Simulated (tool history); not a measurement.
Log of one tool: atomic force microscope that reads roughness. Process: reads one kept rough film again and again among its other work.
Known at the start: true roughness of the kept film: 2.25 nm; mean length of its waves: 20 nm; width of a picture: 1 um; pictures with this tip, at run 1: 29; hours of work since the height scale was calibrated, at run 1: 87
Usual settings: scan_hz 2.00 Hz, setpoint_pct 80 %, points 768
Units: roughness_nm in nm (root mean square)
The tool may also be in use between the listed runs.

run     day  scan_hz  setpoint_pct  points  pictures with this tip  hours of work since the height scale was calibrated  roughness_nm
  1   0.000     2.00            80     768                      29                                                   87         1.725
  2   0.579     2.00            80     768                      55                                                   97         1.709
  3   1.658     2.00            80     768                     102                                                  116         1.646
  4   2.221     2.00            80     347                     127                                                  126         1.590
  5   2.883     2.00            80     347                     156                                                  137         1.558
  6   3.629     2.00            80     347                     188                                                  150         1.530
  7   4.467     2.00            80     347                     225                                                  165         1.492
  8   5.346     2.00            80     768                     263                                                  180         1.469
      6.258  -- new tip fitted
  9   6.446     2.00            80     768                       8                                                  199         1.764
 10   7.212     2.00            80     768                      41                                                  212         1.706
 11   8.042     2.00            80     768                      78                                                  227         1.655
 12   9.208     2.00            62     274                     129                                                  247         1.672
 13  10.183     3.73            83     981                     171                                                  264         1.363
 14  10.796     0.75            76     492                     198                                                  274         1.644
 15  11.429     0.75            76     492                     226                                                  286         1.632

The next listed run, before its measurement:
 16  12.442     0.83            80     290                     270                                                  303             ?

{"run 16": {"roughness_nm": 1.524}}
Without the tool's hidden state the same run would have given roughness_nm 1.857 nm (root mean square).
